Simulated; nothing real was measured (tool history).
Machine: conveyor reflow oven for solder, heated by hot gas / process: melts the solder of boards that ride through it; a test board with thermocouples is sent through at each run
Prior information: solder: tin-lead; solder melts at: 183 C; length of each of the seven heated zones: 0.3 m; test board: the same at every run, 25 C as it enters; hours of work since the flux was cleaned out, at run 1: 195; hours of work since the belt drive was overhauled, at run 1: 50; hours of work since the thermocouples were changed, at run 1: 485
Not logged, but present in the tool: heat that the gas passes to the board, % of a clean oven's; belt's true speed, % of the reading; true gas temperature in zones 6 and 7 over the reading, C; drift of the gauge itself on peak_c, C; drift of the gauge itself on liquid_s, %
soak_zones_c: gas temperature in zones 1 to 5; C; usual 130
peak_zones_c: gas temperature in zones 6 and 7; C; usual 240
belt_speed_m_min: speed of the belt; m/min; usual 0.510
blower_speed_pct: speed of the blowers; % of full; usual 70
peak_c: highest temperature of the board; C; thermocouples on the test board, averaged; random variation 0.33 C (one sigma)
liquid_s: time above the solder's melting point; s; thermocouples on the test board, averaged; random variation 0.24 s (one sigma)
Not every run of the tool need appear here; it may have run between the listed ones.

run   hour  soak_zones_c  peak_zones_c  belt_speed_m_min  blower_speed_pct  hours of work since the flux was cleaned out  hours of work since the belt drive was overhauled  hours of work since the thermocouples were changed  peak_c  liquid_s
  1    0.0           130           240             0.510                70                                           195                                                 50                                                 485   218.0      50.4
  2   38.8           130           240             0.510                70                                           219                                                 74                                                 508   218.1      50.1
  3  107.6           130           243             0.510                70                                           260                                                116                                                 550   219.2      51.5
  4  194.3           130           243             0.510                70                                           313                                                168                                                 603   219.9      50.5
  5  241.6           130           243             0.510                70                                           342                                                197                                                 632   218.4      50.6
     266.4  -- flux residue cleaned out of gas plates and filters
  6  287.2           130           240             0.594                70                                            13                                                222                                                 656   205.2      31.7
  7  325.9           130           242             0.510                70                                            36                                                245                                                 680   213.4      46.4

Forecast run 8:
  8  366.1           130           240             0.412                70                                            61                                                270                                                 704       ?         ?

peak_c: 220.5 C
liquid_s: 65.2 s
Minus the tool's unlogged condition, the same run would have read peak_c 228.4 C, liquid_s 72.0 s.
